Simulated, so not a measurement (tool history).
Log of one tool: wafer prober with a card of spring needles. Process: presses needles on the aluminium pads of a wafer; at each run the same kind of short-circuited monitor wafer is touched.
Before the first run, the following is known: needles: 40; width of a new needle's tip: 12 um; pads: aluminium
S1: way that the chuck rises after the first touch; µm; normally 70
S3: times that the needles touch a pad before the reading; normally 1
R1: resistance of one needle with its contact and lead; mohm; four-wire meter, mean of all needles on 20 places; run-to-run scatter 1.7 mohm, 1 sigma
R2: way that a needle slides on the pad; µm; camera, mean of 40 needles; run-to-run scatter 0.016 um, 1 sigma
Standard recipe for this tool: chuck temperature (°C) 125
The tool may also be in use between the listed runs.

run 1 hour=0 | S1=70 chuck_temperature_(°C)=125 S3=1 | R1=174 R2=11.66
run 2 hour=6.2 | S1=80 chuck_temperature_(°C)=125 S3=1 | R1=231 R2=13.33
-- hour=14.1 tips cleaned on abrasive film
run 3 hour=15 | S1=82 chuck_temperature_(°C)=125 S3=1 | R1=181 R2=13.68
run 4 hour=25.6 | S1=82 chuck_temperature_(°C)=125 S3=1 | R1=254 R2=13.67
-- hour=28.4 tips cleaned on abrasive film
run 5 hour=33 | S1=70 chuck_temperature_(°C)=125 S3=1 | R1=234 R2=11.63
run 6 hour=39 | S1=70 chuck_temperature_(°C)=125 S3=1 | R1=282 R2=11.64
-- hour=42.8 tips cleaned on abrasive film
run 7 hour=45.6 | S1=70 chuck_temperature_(°C)=125 S3=1 | R1=223 R2=11.61
run 8 hour=55.2 | S1=70 chuck_temperature_(°C)=125 S3=1 | R1=292 R2=11.63
-- hour=57.1 tips cleaned on abrasive film
run 9 hour=64.5 | S1=70 chuck_temperature_(°C)=125 S3=1 | R1=259 R2=11.6
run 10 hour=70.4 | S1=70 chuck_temperature_(°C)=49 S3=1 | R1=292 R2=11.63
-- hour=71.1 tips cleaned on abrasive film
run 11 hour=75.1 | S1=69 chuck_temperature_(°C)=93 S3=2 | R1=206 R2=11.39
-- hour=84.7 tips cleaned on abrasive film
run 12 hour=84.7 | S1=71 chuck_temperature_(°C)=125 S3=2 | R1=175 R2=11.75
run 13 hour=89.8 | S1=71 chuck_temperature_(°C)=125 S3=1 | R1=239 R2=11.73
-- hour=98.9 tips cleaned on abrasive film
run 14 hour=100.1 | S1=71 chuck_temperature_(°C)=125 S3=1 | R1=199 R2=11.73
run 15 hour=105 | S1=68 chuck_temperature_(°C)=82 S3=3 | R1=195 R2=11.23

Predict each of these 5 candidate next runs independently; none follows another, all start after run 15:
-- hour=112.8 tips cleaned on abrasive film
run A hour=113.3 | S1=63 chuck_temperature_(°C)=97 S3=1 | R1=? R2=?
-- hour=112.8 tips cleaned on abrasive film
run B hour=113.3 | S1=67 chuck_temperature_(°C)=41 S3=1 | R1=? R2=?
-- hour=112.8 tips cleaned on abrasive film
run C hour=113.3 | S1=68 chuck_temperature_(°C)=105 S3=3 | R1=? R2=?
-- hour=112.8 tips cleaned on abrasive film
run D hour=113.3 | S1=70 chuck_temperature_(°C)=125 S3=1 | R1=? R2=?
-- hour=112.8 tips cleaned on abrasive film
run E hour=113.3 | S1=87 chuck_temperature_(°C)=25 S3=3 | R1=? R2=?

run=A R1=193 R2=10.36
run=B R1=179 R2=11.05
run=C R1=175 R2=11.21
run=D R1=186 R2=11.55
run=E R1=154 R2=14.41
Stripped of hidden state, with their random variation kept, the same runs would have yielded:
run=A R1=164 R2=10.57
run=B R1=151 R2=11.26
run=C R1=165 R2=11.42
run=D R1=163 R2=11.76
run=E R1=146 R2=14.62
